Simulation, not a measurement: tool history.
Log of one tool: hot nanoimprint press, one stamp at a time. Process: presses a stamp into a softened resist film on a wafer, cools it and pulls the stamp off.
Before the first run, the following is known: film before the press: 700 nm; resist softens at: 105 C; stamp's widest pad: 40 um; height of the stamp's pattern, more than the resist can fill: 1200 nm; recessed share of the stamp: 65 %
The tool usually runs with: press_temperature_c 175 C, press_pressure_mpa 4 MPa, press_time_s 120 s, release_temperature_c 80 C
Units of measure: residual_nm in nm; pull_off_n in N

Run 1, hour 0: usual settings. Result: residual_nm 399.4 nm, pull_off_n 135 N.
Run 2, hour 47.6: usual settings. Result: residual_nm 398.4 nm, pull_off_n 140 N.
Run 3, hour 110.9: usual settings. Result: residual_nm 398 nm, pull_off_n 138 N.
At hour 184.9: press's hydraulic seals changed and the load cell set to zero.
Run 4, hour 203: usual settings. Result: residual_nm 398.2 nm, pull_off_n 137 N.
Run 5, hour 262.4: usual settings but press_time_s 138 s. Result: residual_nm 381 nm, pull_off_n 137 N.
Run 6, hour 308.1: usual settings but press_pressure_mpa 4.51 MPa, press_time_s 138 s. Result: residual_nm 362 nm, pull_off_n 140 N.
At hour 358.3: plate thermocouple calibrated.
Run 7, hour 361.1: usual settings but press_time_s 87 s. Result: residual_nm 439.2 nm, pull_off_n 138 N.
Run 8, hour 425.8: usual settings but press_time_s 87 s. Result: residual_nm 438.6 nm, pull_off_n 139 N.
Run 9, hour 486.4: usual settings but press_pressure_mpa 2.76 MPa, press_time_s 87 s. Result: residual_nm 498.6 nm, pull_off_n 138 N.
At hour 503.8: stamp cleaned and given a new release coat.
Run 10, hour 542.1: usual settings but press_pressure_mpa 2.76 MPa, press_time_s 87 s. Result: residual_nm 497.1 nm, pull_off_n 138 N.
Run 11, hour 610: usual settings but press_pressure_mpa 2.76 MPa, press_time_s 87 s. Result: residual_nm 499.8 nm, pull_off_n 135 N.
Run 12, hour 654.3: usual settings but press_temperature_c 183 C. Result: residual_nm 306.3 nm, pull_off_n 136 N.
Run 13, hour 706.5: usual settings but press_temperature_c 184 C. Result: residual_nm 296.3 nm, pull_off_n 138 N.
At hour 714.5: plate thermocouple calibrated.
Run 14, hour 771.6: usual settings but press_temperature_c 184 C. Result: residual_nm 296.5 nm, pull_off_n 138 N.
Run 15, hour 845.9: usual settings but press_temperature_c 181 C. Result: residual_nm 329.6 nm, pull_off_n 138 N.
Run 16, hour 899.3: usual settings but press_temperature_c 187 C, press_time_s 83 s, release_temperature_c 76 C. Result: residual_nm 307.8 nm, pull_off_n 139 N.
Run 17, hour 976.9: usual settings but press_pressure_mpa 3.22 MPa, press_time_s 149 s. Result: residual_nm 410.5 nm, pull_off_n 146 N.
Run 18, hour 1055.4: usual settings but press_temperature_c 185 C, press_time_s 74 s. Result: residual_nm 344.3 nm, pull_off_n 140 N.
At hour 1064.5: plate thermocouple calibrated.
Run 19, hour 1097.5: usual settings but press_pressure_mpa 3.62 MPa, press_time_s 209 s. Result: residual_nm 348.5 nm, pull_off_n 134 N.
Run 20, hour 1163.8: usual settings but press_pressure_mpa 3.62 MPa, press_time_s 153 s. Result: residual_nm 387.1 nm, pull_off_n 137 N.
Run 21, hour 1226.1: usual settings but press_temperature_c 173 C, press_pressure_mpa 2.53 MPa, release_temperature_c 70 C. Result: residual_nm 503.2 nm, pull_off_n 148 N.
Run 22, hour 1294.3: usual settings but press_temperature_c 169 C, press_time_s 118 s. Result: residual_nm 487.3 nm, pull_off_n 140 N.
At hour 1347: stamp cleaned and given a new release coat.
Run 23, hour 1370.9: usual settings but press_time_s 171 s. Result: residual_nm 357.3 nm, pull_off_n 140 N.
At hour 1419.3: plate thermocouple calibrated.
Run 24, hour 1428.6: usual settings but press_temperature_c 168 C, press_pressure_mpa 4.52 MPa, press_time_s 76 s, release_temperature_c 76 C. Result: residual_nm 537.5 nm, pull_off_n 136 N.
Run 25, hour 1510.1: usual settings but press_temperature_c 168 C, press_pressure_mpa 5.03 MPa, press_time_s 101 s, release_temperature_c 78 C. Result: residual_nm 487.1 nm, pull_off_n 138 N.
Run 26, hour 1565: usual settings but press_temperature_c 168 C, press_pressure_mpa 5.03 MPa, press_time_s 101 s, release_temperature_c 78 C. Result: residual_nm 488 nm, pull_off_n 143 N.
Run 27, hour 1607.6: usual settings but press_temperature_c 168 C, press_pressure_mpa 5.03 MPa, press_time_s 101 s, release_temperature_c 78 C. Result: residual_nm 487.6 nm, pull_off_n 138 N.
Run 28, hour 1659.3: usual settings but press_temperature_c 168 C, press_pressure_mpa 5.06 MPa, press_time_s 215 s, release_temperature_c 87 C. Result: residual_nm 391.7 nm, pull_off_n 132 N.
Run 29, hour 1736.5: usual settings but press_temperature_c 187 C, press_pressure_mpa 5.06 MPa, press_time_s 139 s, release_temperature_c 87 C. Result: residual_nm 226.7 nm, pull_off_n 128 N.

Predict each of these 4 candidate next runs independently; none follows another, all start after run 29:
At hour 1768.6: press's hydraulic seals changed and the load cell set to zero.
At hour 1776.8: gauge calibrated.
At hour 1779.8: plate thermocouple calibrated.
Run A, hour 1813.3: usual settings but press_temperature_c 187 C, press_pressure_mpa 3.07 MPa, press_time_s 139 s, release_temperature_c 82 C. Result: residual_nm ?, pull_off_n ?.
At hour 1768.6: press's hydraulic seals changed and the load cell set to zero.
At hour 1776.8: gauge calibrated.
At hour 1779.8: plate thermocouple calibrated.
Run B, hour 1813.3: usual settings but press_pressure_mpa 5.07 MPa, press_time_s 97 s. Result: residual_nm ?, pull_off_n ?.
At hour 1768.6: press's hydraulic seals changed and the load cell set to zero.
At hour 1776.8: gauge calibrated.
At hour 1779.8: plate thermocouple calibrated.
Run C, hour 1813.3: usual settings but press_temperature_c 187 C, press_pressure_mpa 5.06 MPa, press_time_s 139 s, release_temperature_c 67 C. Result: residual_nm ?, pull_off_n ?.
At hour 1768.6: press's hydraulic seals changed and the load cell set to zero.
At hour 1776.8: gauge calibrated.
At hour 1779.8: plate thermocouple calibrated.
Run D, hour 1813.3: usual settings but press_temperature_c 173 C. Result: residual_nm ?, pull_off_n ?.

run  residual_nm  pull_off_n
  A        286.3         136
  B        385.1         140
  C        221.4         151
  D        423.9         136
Without the tool's unlogged condition, the same runs would have read:
run  residual_nm  pull_off_n
  A        286.1         136
  B        384.9         139
  C        221.3         151
  D        423.7         136
